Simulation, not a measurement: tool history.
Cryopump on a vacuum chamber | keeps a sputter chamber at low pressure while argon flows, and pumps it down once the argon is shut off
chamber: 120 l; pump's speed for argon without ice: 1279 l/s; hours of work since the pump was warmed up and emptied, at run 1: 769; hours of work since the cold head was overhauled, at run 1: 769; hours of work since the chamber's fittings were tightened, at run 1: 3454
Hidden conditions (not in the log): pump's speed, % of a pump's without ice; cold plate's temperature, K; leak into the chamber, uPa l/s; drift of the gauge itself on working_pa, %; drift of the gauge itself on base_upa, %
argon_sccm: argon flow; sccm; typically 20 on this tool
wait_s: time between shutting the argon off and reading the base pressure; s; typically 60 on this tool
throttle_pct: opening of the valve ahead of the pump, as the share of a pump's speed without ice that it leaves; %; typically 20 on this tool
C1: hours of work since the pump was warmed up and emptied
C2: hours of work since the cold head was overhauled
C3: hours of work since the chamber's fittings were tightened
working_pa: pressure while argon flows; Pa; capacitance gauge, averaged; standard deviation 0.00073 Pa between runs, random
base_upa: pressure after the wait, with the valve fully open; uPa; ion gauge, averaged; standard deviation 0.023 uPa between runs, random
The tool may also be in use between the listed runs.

run 1 day=0.000 | argon_sccm=20 wait_s=60 throttle_pct=20 | C1=769 C2=769 C3=3454 | working_pa=0.1368 base_upa=3.02
run 2 day=3.646 | argon_sccm=20 wait_s=60 throttle_pct=20 | C1=807 C2=807 C3=3492 | working_pa=0.1371 base_upa=3.10
-- day=6.071 leaking fittings of the chamber tightened, without venting
run 3 day=6.596 | argon_sccm=20 wait_s=60 throttle_pct=20 | C1=837 C2=837 C3=6 | working_pa=0.1377 base_upa=0.82
-- day=11.108 pump warmed up, emptied and cooled again
run 4 day=11.683 | argon_sccm=20 wait_s=60 throttle_pct=20 | C1=6 C2=888 C3=57 | working_pa=0.1313 base_upa=0.81
run 5 day=14.771 | argon_sccm=20 wait_s=60 throttle_pct=20 | C1=39 C2=921 C3=89 | working_pa=0.1333 base_upa=0.87
run 6 day=18.112 | argon_sccm=20 wait_s=147 throttle_pct=20 | C1=74 C2=956 C3=124 | working_pa=0.1336 base_upa=0.55
run 7 day=21.229 | argon_sccm=20 wait_s=147 throttle_pct=20 | C1=106 C2=989 C3=157 | working_pa=0.1341 base_upa=0.57
run 8 day=25.792 | argon_sccm=35 wait_s=65 throttle_pct=20 | C1=154 C2=1037 C3=205 | working_pa=0.2338 base_upa=0.88
run 9 day=28.100 | argon_sccm=24 wait_s=60 throttle_pct=20 | C1=179 C2=1061 C3=229 | working_pa=0.1601 base_upa=0.96
run 10 day=32.167 | argon_sccm=24 wait_s=60 throttle_pct=20 | C1=221 C2=1104 C3=272 | working_pa=0.1591 base_upa=0.97
run 11 day=35.750 | argon_sccm=10 wait_s=45 throttle_pct=50 | C1=259 C2=1141 C3=310 | working_pa=0.0268 base_upa=1.16
run 12 day=40.617 | argon_sccm=10 wait_s=45 throttle_pct=50 | C1=310 C2=1192 C3=361 | working_pa=0.0277 base_upa=1.18
run 13 day=45.633 | argon_sccm=29 wait_s=80 throttle_pct=32 | C1=363 C2=1245 C3=414 | working_pa=0.1239 base_upa=0.93

Each row is a separate what-if for the run after 13, all from the same tool condition, not one after another. Results?
run A day=49.912 | argon_sccm=14 wait_s=80 throttle_pct=45 | C1=408 C2=1290 C3=459 | working_pa=? base_upa=?
run B day=49.912 | argon_sccm=35 wait_s=80 throttle_pct=32 | C1=408 C2=1290 C3=459 | working_pa=? base_upa=?
run C day=49.912 | argon_sccm=29 wait_s=136 throttle_pct=32 | C1=408 C2=1290 C3=459 | working_pa=? base_upa=?
run D day=49.912 | argon_sccm=11 wait_s=88 throttle_pct=41 | C1=408 C2=1290 C3=459 | working_pa=? base_upa=?
run E day=49.912 | argon_sccm=11 wait_s=139 throttle_pct=32 | C1=408 C2=1290 C3=459 | working_pa=? base_upa=?

run=A working_pa=0.0445 base_upa=0.98
run=B working_pa=0.1503 base_upa=0.97
run=C working_pa=0.1240 base_upa=0.79
run=D working_pa=0.0370 base_upa=0.95
run=E working_pa=0.0473 base_upa=0.78
What these runs would have given with no unlogged condition in the tool:
run=A working_pa=0.0422 base_upa=0.66
run=B working_pa=0.1445 base_upa=0.64
run=C working_pa=0.1192 base_upa=0.47
run=D working_pa=0.0351 base_upa=0.63
run=E working_pa=0.0455 base_upa=0.45
